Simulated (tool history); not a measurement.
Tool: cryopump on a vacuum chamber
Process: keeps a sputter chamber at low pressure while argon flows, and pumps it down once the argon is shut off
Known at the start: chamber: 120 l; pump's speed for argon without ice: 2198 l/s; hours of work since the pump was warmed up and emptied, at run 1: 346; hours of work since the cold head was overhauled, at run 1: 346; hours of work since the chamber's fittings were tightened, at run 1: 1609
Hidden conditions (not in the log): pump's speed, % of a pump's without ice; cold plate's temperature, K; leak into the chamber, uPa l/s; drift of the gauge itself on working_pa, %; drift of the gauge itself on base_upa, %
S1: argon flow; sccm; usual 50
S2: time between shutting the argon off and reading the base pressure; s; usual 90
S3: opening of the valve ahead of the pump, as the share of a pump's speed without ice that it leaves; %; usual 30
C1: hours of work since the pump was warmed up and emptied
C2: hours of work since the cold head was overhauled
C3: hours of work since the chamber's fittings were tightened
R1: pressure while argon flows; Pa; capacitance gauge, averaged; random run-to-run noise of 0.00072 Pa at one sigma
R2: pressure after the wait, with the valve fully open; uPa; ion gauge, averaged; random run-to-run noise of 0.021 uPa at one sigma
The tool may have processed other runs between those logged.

run,hour,S1,S2,S3,C1,C2,C3,R1,R2
1,0,50,90,30,346,346,1609,0.1372,0.81
2,56.4,50,90,16,391,391,1653,0.2491,0.84
3,89.1,50,90,17,417,417,1679,0.2353,0.78
# hour 105.2: pump warmed up, emptied and cooled again
4,144.8,50,90,17,31,456,1719,0.2296,0.74
5,201.5,50,90,17,76,501,1763,0.2289,0.73
6,257.7,50,90,17,120,545,1808,0.2299,0.75
7,298,50,90,30,152,577,1839,0.1312,0.76
8,356.6,50,90,30,198,623,1886,0.1337,0.79
9,385.8,50,90,30,221,646,1909,0.1333,0.79
10,427.6,50,90,30,254,679,1941,0.1345,0.84
11,467.6,50,90,30,285,711,1973,0.1357,0.8
12,499.6,50,90,30,311,736,1998,0.1361,0.86
13,527.1,50,90,30,332,758,2020,0.1375,0.85
14,554.7,50,48,30,354,779,2042,0.1382,1.19
15,583.5,50,48,30,377,802,2064,0.1396,1.21
16,632.5,50,139,20,415,840,2103,0.2045,0.73

What does the tool deliver on the next run?
# hour 651.1: pump warmed up, emptied and cooled again
17,664.9,61,23,42,11,862,2124,?,?

Run 17 measured R1 0.1141 Pa, R2 1.85 uPa.
If the tool had no hidden condition, the same run with the same run-to-run variation would have returned R1 0.1129 Pa, R2 1.59 uPa.

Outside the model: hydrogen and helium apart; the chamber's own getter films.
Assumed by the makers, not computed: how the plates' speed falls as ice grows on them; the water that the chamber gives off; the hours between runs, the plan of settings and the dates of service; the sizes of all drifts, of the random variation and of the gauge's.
